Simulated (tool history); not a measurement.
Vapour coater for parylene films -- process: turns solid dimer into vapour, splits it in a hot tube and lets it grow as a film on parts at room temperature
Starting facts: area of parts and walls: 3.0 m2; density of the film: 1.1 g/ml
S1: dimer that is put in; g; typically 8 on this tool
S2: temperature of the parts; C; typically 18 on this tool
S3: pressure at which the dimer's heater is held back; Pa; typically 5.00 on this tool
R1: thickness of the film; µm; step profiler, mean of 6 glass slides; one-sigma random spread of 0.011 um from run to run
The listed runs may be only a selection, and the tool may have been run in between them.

Run 1, hour 0.0: usual settings. Result: R1 1.93 µm.
Run 2, hour 33.9: usual settings. Result: R1 1.92 µm.
Run 3, hour 60.0: usual settings. Result: R1 1.91 µm.
Run 4, hour 77.7: usual settings. Result: R1 1.95 µm.
Run 5, hour 108.0: usual settings. Result: R1 1.92 µm.
Run 6, hour 137.4: usual settings. Result: R1 1.93 µm.
Run 7, hour 163.0: usual settings. Result: R1 1.91 µm.
Run 8, hour 196.6: usual settings but S3 4.40 Pa. Result: R1 1.92 µm.
Run 9, hour 223.6: usual settings but S1 4 g, S2 14 C, S3 6.11 Pa. Result: R1 1.06 µm.
Run 10, hour 265.3: usual settings but S2 12 C. Result: R1 2.25 µm.
Run 11, hour 305.0: usual settings but S1 11 g, S2 14 C, S3 7.68 Pa. Result: R1 2.87 µm.

Predict each of these 5 candidate next runs independently; none follows another, all start after run 11:
Run A, hour 328.9: usual settings but S2 10 C, S3 8.25 Pa. Result: R1 ?.
Run B, hour 328.9: usual settings but S3 5.21 Pa. Result: R1 ?.
Run C, hour 328.9: usual settings but S1 9 g, S3 2.26 Pa. Result: R1 ?.
Run D, hour 328.9: usual settings but S2 24 C, S3 8.44 Pa. Result: R1 ?.
Run E, hour 328.9: usual settings but S1 3 g, S2 14 C, S3 9.18 Pa. Result: R1 ?.

run    R1
  A  2.33
  B  1.93
  C  2.28
  D  1.56
  E  0.77
Stripped of hidden state, with their random variation kept, the same runs would have yielded:
run    R1
  A  2.34
  B  1.94
  C  2.29
  D  1.56
  E  0.77

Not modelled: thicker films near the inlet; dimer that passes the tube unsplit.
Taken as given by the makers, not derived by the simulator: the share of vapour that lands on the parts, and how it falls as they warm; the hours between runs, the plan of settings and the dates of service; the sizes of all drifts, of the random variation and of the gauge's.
